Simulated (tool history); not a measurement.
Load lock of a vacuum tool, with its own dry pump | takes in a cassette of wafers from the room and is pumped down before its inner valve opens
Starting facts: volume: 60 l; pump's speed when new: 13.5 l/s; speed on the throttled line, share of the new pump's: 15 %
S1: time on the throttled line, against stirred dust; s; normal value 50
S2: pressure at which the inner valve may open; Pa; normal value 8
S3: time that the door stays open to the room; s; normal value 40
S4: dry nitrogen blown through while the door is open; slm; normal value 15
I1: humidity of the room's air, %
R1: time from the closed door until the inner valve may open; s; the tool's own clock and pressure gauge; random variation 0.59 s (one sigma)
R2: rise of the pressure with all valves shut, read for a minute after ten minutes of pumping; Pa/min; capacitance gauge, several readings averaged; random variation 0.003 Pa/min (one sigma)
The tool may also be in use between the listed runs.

run     hour  S1  S2   S3  S4    I1     R1     R2
  1      0.0  50   8   40  15  46.8   86.6  0.047
  2    235.1  50  11   40  15  43.8   85.6  0.044
  3    529.2  50  11   40  15  45.4   86.1  0.046
  4    960.0  50  11   40  15  42.9   86.3  0.049
  5   1429.1  50  11   40  15  43.1   86.3  0.056
  6   1815.2  50  11   40  15  43.8   85.7  0.063
  7   2260.7  50  11   40  15  45.9   86.8  0.065
  8   2560.7  50  11   40  15  41.1   86.4  0.054
  9   2910.7  50  11   40  15  46.3   86.6  0.066
 10   3366.7  50  11   40   6  43.8   87.3  0.076
 11   3866.3  50   8   40   8  41.7   88.7  0.076
 12   4144.9  50   8   40   8  44.6   89.2  0.084
 13   4397.1  50  10   40  15  44.2   88.8  0.082
 14   4652.6  50  10   40  15  43.8   88.1  0.086
 15   5025.5  50  10   40  15  42.0   88.2  0.086
 16   5300.3  50   8   40  15  43.6   90.9  0.092
 17   5807.9  50   6   40  15  43.3   90.5  0.096
 18   6089.2  50   6   40  15  44.2   90.8  0.101
 19   6330.1  71  14   40  15  43.5  104.5  0.097
 20   6856.9  71  14   40  15  45.3  104.9  0.105
 21   7160.0  71  14   40   4  47.1  105.4  0.131
 22   7593.5  71  14   40   4  46.0  104.7  0.135
 23   7960.7  26  10   40  15  41.4   70.1  0.128
 24   8202.9  29  11   95  16  50.2   71.1  0.151
 25   8427.7  29  11   95  16  48.3   71.0  0.159
 26   8866.0  29  11   95  16  44.0   72.5  0.156
 27   9160.1  29  11   95  16  48.5   73.1  0.166
 28   9478.9  29  11   95  16  44.4   71.9  0.161
      9883.0  -- dry pump taken out, an overhauled one fitted
 29   9972.7  29  11   95   9  48.0   66.0  0.190
 30  10234.3  58   7   35   6  43.3   93.8  0.164
 31  10620.8  50  11   40   9  43.2   82.9  0.172
 32  10963.0  50  11   40   9  46.0   83.7  0.178
 33  11470.1  50  11   40   9  43.7   83.8  0.185
 34  11794.6  50  11   40   9  45.5   83.7  0.186
 35  12318.7  55   8  147   5  43.6   90.3  0.243
 36  12695.8  50   7   27  15  43.6   87.1  0.195

Forecast each of these 5 alternatives for the next run:
  A  13168.3  41   9   92  15  42.8   ?   ?
  B  13168.3  48  10   38  15  44.6   ?   ?
  C  13168.3  50   8  150  15  44.6   ?   ?
  D  13168.3  50  13   40  15  43.7   ?   ?
  E  13168.3  46   7   75  15  48.6   ?   ?

run    R1     R2
  A  77.6  0.229
  B  83.7  0.216
  C  86.2  0.241
  D  83.7  0.206
  E  83.7  0.234
Without the tool's unlogged condition, the same runs would have read:
run    R1     R2
  A  76.5  0.060
  B  82.6  0.046
  C  85.1  0.075
  D  82.7  0.040
  E  82.5  0.064
